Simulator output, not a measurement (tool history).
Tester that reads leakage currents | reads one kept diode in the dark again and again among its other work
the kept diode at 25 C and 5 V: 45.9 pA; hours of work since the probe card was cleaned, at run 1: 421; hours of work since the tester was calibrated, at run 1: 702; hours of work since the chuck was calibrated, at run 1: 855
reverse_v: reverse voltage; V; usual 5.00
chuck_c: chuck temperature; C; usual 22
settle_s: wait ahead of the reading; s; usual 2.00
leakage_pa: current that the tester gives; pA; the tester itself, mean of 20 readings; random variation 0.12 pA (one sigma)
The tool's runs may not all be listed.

run     day  reverse_v  chuck_c  settle_s  hours of work since the probe card was cleaned  hours of work since the tester was calibrated  hours of work since the chuck was calibrated  leakage_pa
  1   0.000       5.00       22      2.00                                             421                                            702                                           855       46.61
  2   0.804       5.00       22      2.00                                             430                                            710                                           863       46.03
  3   1.933       5.00       53      2.00                                             442                                            722                                           875      334.70
  4   2.833       5.00       53      2.00                                             451                                            732                                           884      336.20
  5   3.646       5.00       53      2.00                                             460                                            740                                           893      337.70
  6   4.683       5.00       53      2.00                                             470                                            751                                           904      336.54
  7   6.292       5.00       53      2.00                                             487                                            768                                           920      338.92
      6.546  -- probe card cleaned and baked
      7.688  -- chuck's temperature calibrated
  8   7.733       5.00       53      2.00                                              12                                            781                                             0      301.37
  9   8.883       5.00       24      5.86                                              24                                            793                                            12       48.82
 10  10.246       5.00       24      5.86                                              38                                            807                                            27       48.83
 11  11.700       5.00       24      5.86                                              53                                            822                                            42       49.44
     11.900  -- probe card cleaned and baked, once more
 12  13.367      11.37       22      2.46                                              15                                            838                                            58       53.31

5 ways to go on from here, each from the tool as it stands after run 12. What would each give?
  A  14.538      11.37       32      2.46                                              28                                            851                                            70           ?
  B  14.538       5.00       22      2.87                                              28                                            851                                            70           ?
  C  14.538       6.90       22      3.04                                              28                                            851                                            70           ?
  D  14.538       1.34       42      4.62                                              28                                            851                                            70           ?
  E  14.538       5.00       28      0.32                                              28                                            851                                            70           ?

run  leakage_pa
  A      107.10
  B       38.37
  C       43.48
  D       89.69
  E       62.45
Without the tool's hidden state the same runs would have given:
run  leakage_pa
  A      105.08
  B       37.57
  C       42.52
  D       88.44
  E       61.37
